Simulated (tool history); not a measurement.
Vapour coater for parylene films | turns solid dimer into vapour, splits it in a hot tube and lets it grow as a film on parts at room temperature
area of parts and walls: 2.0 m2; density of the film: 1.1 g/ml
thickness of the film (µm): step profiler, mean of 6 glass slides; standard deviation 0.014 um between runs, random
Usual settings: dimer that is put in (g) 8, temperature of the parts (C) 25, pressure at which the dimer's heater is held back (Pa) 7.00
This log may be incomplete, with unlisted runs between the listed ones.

run,hour,dimer that is put in (g),temperature of the parts (C),pressure at which the dimer's heater is held back (Pa),thickness of the film (µm)
1,0.0,8,25,7.00,1.84
2,23.4,8,25,7.00,1.84
3,34.4,8,25,7.00,1.80
4,44.8,8,25,7.00,1.82
5,61.8,8,25,7.00,1.80
6,77.9,8,25,7.00,1.80
7,101.8,5,25,7.00,1.12
8,117.9,5,25,7.00,1.11
9,138.5,5,25,7.00,1.11
10,160.9,5,25,7.00,1.09
11,182.7,5,25,7.00,1.08
12,198.4,5,25,7.00,1.09
13,213.6,8,20,7.00,2.20
14,224.8,8,33,7.00,1.16
# hour 243.2: trap's valve overhauled
15,252.4,8,33,7.00,1.33
16,273.7,4,25,7.00,0.98
17,291.8,8,25,7.00,1.93
18,307.2,8,25,7.00,1.94
19,325.9,8,25,7.00,1.91
20,349.6,8,25,7.00,1.90
21,368.2,8,25,7.00,1.87
22,389.8,4,29,3.03,0.94
23,400.1,4,25,5.08,1.02
24,411.7,4,25,5.08,1.02
25,433.6,8,25,9.72,1.70
26,455.7,8,25,4.86,2.02
# hour 458.3: table's thermometer calibrated
27,480.1,6,29,9.53,1.05
28,499.4,5,18,9.53,1.48
# hour 506.9: table's thermometer calibrated, once more
29,518.2,8,18,11.93,2.24
30,533.1,8,24,9.56,1.79
31,557.6,8,24,9.56,1.74
32,574.2,4,32,7.00,0.62
33,585.5,5,23,4.72,1.37
34,601.1,8,22,7.00,2.08
35,617.1,8,25,6.40,1.82
36,627.3,8,25,6.40,1.80
37,643.0,8,25,10.30,1.59
38,654.9,8,20,5.96,2.32
39,673.5,4,34,2.17,0.75
40,687.1,9,23,7.38,2.13
41,700.9,3,20,7.00,0.84
42,713.1,7,19,6.97,2.00

Pick out some run-to-run changes in thickness of the film (µm). Of each, how much would a tool without hidden state show as well, from the settings, what came in and chance, and how much is left for the hidden state and any gauge scatter not in both results compared?
Unlogged tool condition in this case: vapour lost through the trap's worn valve, %; true temperature of the parts over the reading, C; drift of the gauge itself on film_um, %.
Run 38 -> 39: dimer that is put in (g) 8 -> 4, temperature of the parts (C) 20 -> 34, pressure at which the dimer's heater is held back (Pa) 5.96 -> 2.17. thickness of the film (µm) -1.57: hidden state +0.20, all else -1.77.
Run 39 -> 40: dimer that is put in (g) 4 -> 9, temperature of the parts (C) 34 -> 23, pressure at which the dimer's heater is held back (Pa) 2.17 -> 7.38. thickness of the film (µm) +1.38: hidden state -0.20, all else +1.58.
Run 40 -> 41: dimer that is put in (g) 9 -> 3, temperature of the parts (C) 23 -> 20, pressure at which the dimer's heater is held back (Pa) 7.38 -> 7.00. thickness of the film (µm) -1.29: hidden state +0.18, all else -1.47.
Run 41 -> 42: dimer that is put in (g) 3 -> 7, temperature of the parts (C) 20 -> 19, pressure at which the dimer's heater is held back (Pa) 7.00 -> 6.97. thickness of the film (µm) +1.16: hidden state -0.19, all else +1.35.
